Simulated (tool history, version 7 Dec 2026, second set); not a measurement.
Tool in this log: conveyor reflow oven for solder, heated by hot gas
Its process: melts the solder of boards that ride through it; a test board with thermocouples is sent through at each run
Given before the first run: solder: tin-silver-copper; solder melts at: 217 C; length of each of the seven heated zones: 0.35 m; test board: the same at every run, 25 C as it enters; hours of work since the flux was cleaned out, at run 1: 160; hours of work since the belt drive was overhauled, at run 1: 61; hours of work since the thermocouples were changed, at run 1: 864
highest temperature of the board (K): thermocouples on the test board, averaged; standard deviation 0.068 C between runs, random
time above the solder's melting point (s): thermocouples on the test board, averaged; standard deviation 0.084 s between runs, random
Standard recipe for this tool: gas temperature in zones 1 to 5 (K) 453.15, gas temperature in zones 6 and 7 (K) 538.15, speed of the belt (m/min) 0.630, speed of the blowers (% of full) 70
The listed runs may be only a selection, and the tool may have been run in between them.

run,day,gas temperature in zones 1 to 5 (K),gas temperature in zones 6 and 7 (K),speed of the belt (m/min),speed of the blowers (% of full),hours of work since the flux was cleaned out,hours of work since the belt drive was overhauled,hours of work since the thermocouples were changed,highest temperature of the board (K),time above the solder's melting point (s)
1,0.000,453.15,538.15,0.630,70,160,61,864,524.01,50.61
# day 0.554: thermocouples of zones 6 and 7 changed
2,1.729,453.15,538.15,0.630,70,187,88,19,522.73,50.02
# day 2.200: flux residue cleaned out of gas plates and filters
3,3.638,453.15,538.15,0.630,70,24,116,47,524.49,51.39
4,4.679,453.15,538.15,0.630,85,41,133,65,527.07,53.59
5,5.875,453.15,538.15,0.630,85,61,153,84,526.95,53.52
6,7.562,453.15,538.15,0.630,85,89,181,112,526.90,53.48
7,9.658,453.15,538.15,0.630,70,123,215,147,523.62,50.87
8,10.779,453.15,538.15,0.630,70,142,234,165,523.62,50.65
9,12.462,453.15,538.15,0.630,70,169,262,193,523.38,50.41
# day 14.079: flux residue cleaned out of gas plates and filters
10,14.258,453.15,538.15,0.630,70,3,288,219,525.09,52.02
11,15.350,453.15,538.15,0.585,70,21,306,237,526.94,57.76
12,16.354,453.15,538.15,0.630,70,38,322,254,524.82,51.80
13,17.846,453.15,538.15,0.630,52,62,347,279,519.57,46.88
14,18.850,453.15,526.15,0.630,70,79,364,295,514.25,44.45
15,20.642,455.15,526.15,0.600,70,108,393,325,515.53,49.09
16,21.629,453.15,543.15,0.630,77,125,409,341,530.04,54.84
17,23.804,453.15,542.15,0.506,70,161,445,377,533.31,71.59
18,24.729,453.15,542.15,0.506,70,176,461,392,533.12,71.44
# day 25.904: flux residue cleaned out of gas plates and filters
19,25.946,453.15,542.15,0.506,64,1,477,409,533.47,71.48
20,27.850,453.15,542.15,0.506,64,32,509,440,533.33,71.59
21,29.100,445.15,538.15,0.630,70,53,529,461,523.79,48.70
22,31.246,457.15,538.15,0.754,51,88,565,496,513.78,34.44
23,32.425,457.15,538.15,0.754,51,108,584,516,513.62,34.27
24,34.667,457.15,532.15,0.718,51,145,621,553,510.70,33.79
25,36.300,453.15,538.15,0.630,65,172,648,580,523.08,50.43
# day 37.771: flux residue cleaned out of gas plates and filters
26,38.254,453.15,538.15,0.630,65,8,677,609,524.57,51.83

Branching from run 26: 5 alternative next runs. What would each branch give?
A,39.800,453.15,538.15,0.630,58,33,703,634,?,?
B,39.800,453.15,531.15,0.606,70,33,703,634,?,?
C,39.800,460.15,538.15,0.630,70,33,703,634,?,?
D,39.800,453.15,548.15,0.630,52,33,703,634,?,?
E,39.800,453.15,529.15,0.630,65,33,703,634,?,?

run,highest temperature of the board (K),time above the solder's melting point (s)
A,522.49,49.69
B,520.41,51.79
C,526.72,55.83
D,528.87,53.36
E,516.64,46.16
Stripped of hidden state, with their random variation kept, the same runs would have yielded:
run,highest temperature of the board (K),time above the solder's melting point (s)
A,521.19,48.23
B,519.10,50.31
C,525.42,54.49
D,527.53,51.92
E,515.36,44.63
